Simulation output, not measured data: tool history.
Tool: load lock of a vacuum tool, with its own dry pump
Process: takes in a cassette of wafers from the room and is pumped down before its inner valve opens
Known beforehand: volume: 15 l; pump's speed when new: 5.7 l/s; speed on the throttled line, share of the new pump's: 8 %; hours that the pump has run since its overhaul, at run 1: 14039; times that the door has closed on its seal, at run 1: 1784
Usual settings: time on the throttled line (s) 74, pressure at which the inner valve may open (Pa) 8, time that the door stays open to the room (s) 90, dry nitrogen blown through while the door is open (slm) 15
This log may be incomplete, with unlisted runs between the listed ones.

run,hour,time on the throttled line (s),pressure at which the inner valve may open (Pa),time that the door stays open to the room (s),dry nitrogen blown through while the door is open (slm),hours that the pump has run since its overhaul,times that the door has closed on its seal,"incoming humidity of the room's air, %",time from the closed door until the inner valve may open (s),rise of the pressure with all valves shut (Pa/min)
1,0,74,8,90,15,14039,1784,44.6,93.7,0.069
2,186.6,74,8,90,15,14225,1981,44.4,92.1,0.064
3,453.7,74,9,90,15,14492,2262,40.1,92.8,0.065
4,718.8,74,9,90,15,14757,2541,44.1,92.1,0.06
5,972.8,74,7,90,15,15011,2809,45.2,93.2,0.063
6,1101,89,8,90,15,15140,2944,43.8,106.8,0.063
7,1308.8,74,8,90,15,15347,3163,42.9,93.3,0.062
8,1434.7,74,8,90,15,15473,3295,47.1,92.8,0.071
9,1546.6,146,8,90,15,15585,3413,45.8,160.2,0.066
10,1752.6,146,8,90,15,15791,3630,40,159.4,0.061
11,1901.6,74,8,90,15,15940,3787,44,92.4,0.061
12,2024.5,74,8,90,15,16063,3916,45.3,93,0.067
13,2153.2,74,8,90,15,16192,4052,43.5,92.7,0.062
14,2309.9,74,8,90,15,16348,4217,45.7,92.6,0.065
15,2450.3,74,8,90,15,16489,4365,40.8,92.7,0.056
16,2582.4,74,8,161,15,16621,4504,41.7,93.3,0.082
17,2848.2,74,8,90,29,16887,4784,44.3,93.5,0.055
18,2994.7,74,9,90,15,17033,4938,43.7,91.6,0.068
19,3227.2,74,14,90,24,17266,5183,43.7,90.5,0.055
20,3436.9,74,14,90,24,17475,5404,47.8,91.2,0.061
21,3655.9,74,14,90,24,17694,5635,46.4,91.7,0.061
22,3878.1,74,8,90,35,17917,5869,45.5,92.9,0.056
23,4042.8,74,8,90,35,18081,6042,47.8,92.7,0.048
24,4234.2,74,15,151,15,18273,6244,44.9,91,0.086
25,4365.5,96,14,140,15,18404,6382,42.6,111.9,0.077
26,4624.3,62,8,31,15,18663,6654,44.5,81.3,0.042
27,4793.4,41,8,165,15,18832,6833,46.1,62,0.092
28,5023,46,12,181,42,19062,7074,46.8,66,0.07
29,5279.8,46,15,155,42,19318,7345,42.6,65.9,0.053
30,5545.3,94,6,91,42,19584,7624,44.8,111.1,0.048
31,5729.4,94,6,91,42,19768,7818,41.5,112.1,0.04
32,5962.7,94,6,91,42,20001,8064,42.9,111,0.041

Consider 4 possible next runs. They are alternatives, not a sequence: every one starts from the tool as it was left by run 32. What does each give?
A,6116.4,74,13,26,10,20155,8226,41.5,?,?
B,6116.4,88,8,85,15,20155,8226,42.9,?,?
C,6116.4,94,11,91,16,20155,8226,46.3,?,?
D,6116.4,72,6,193,15,20155,8226,42.5,?,?

run,time from the closed door until the inner valve may open (s),rise of the pressure with all valves shut (Pa/min)
A,90.7,0.041
B,105.8,0.063
C,110.9,0.066
D,92.9,0.088
With the hidden condition removed and each run's random variation left untouched, the same runs would have given:
run,time from the closed door until the inner valve may open (s),rise of the pressure with all valves shut (Pa/min)
A,90.7,0.041
B,105.8,0.062
C,110.9,0.066
D,92.9,0.088
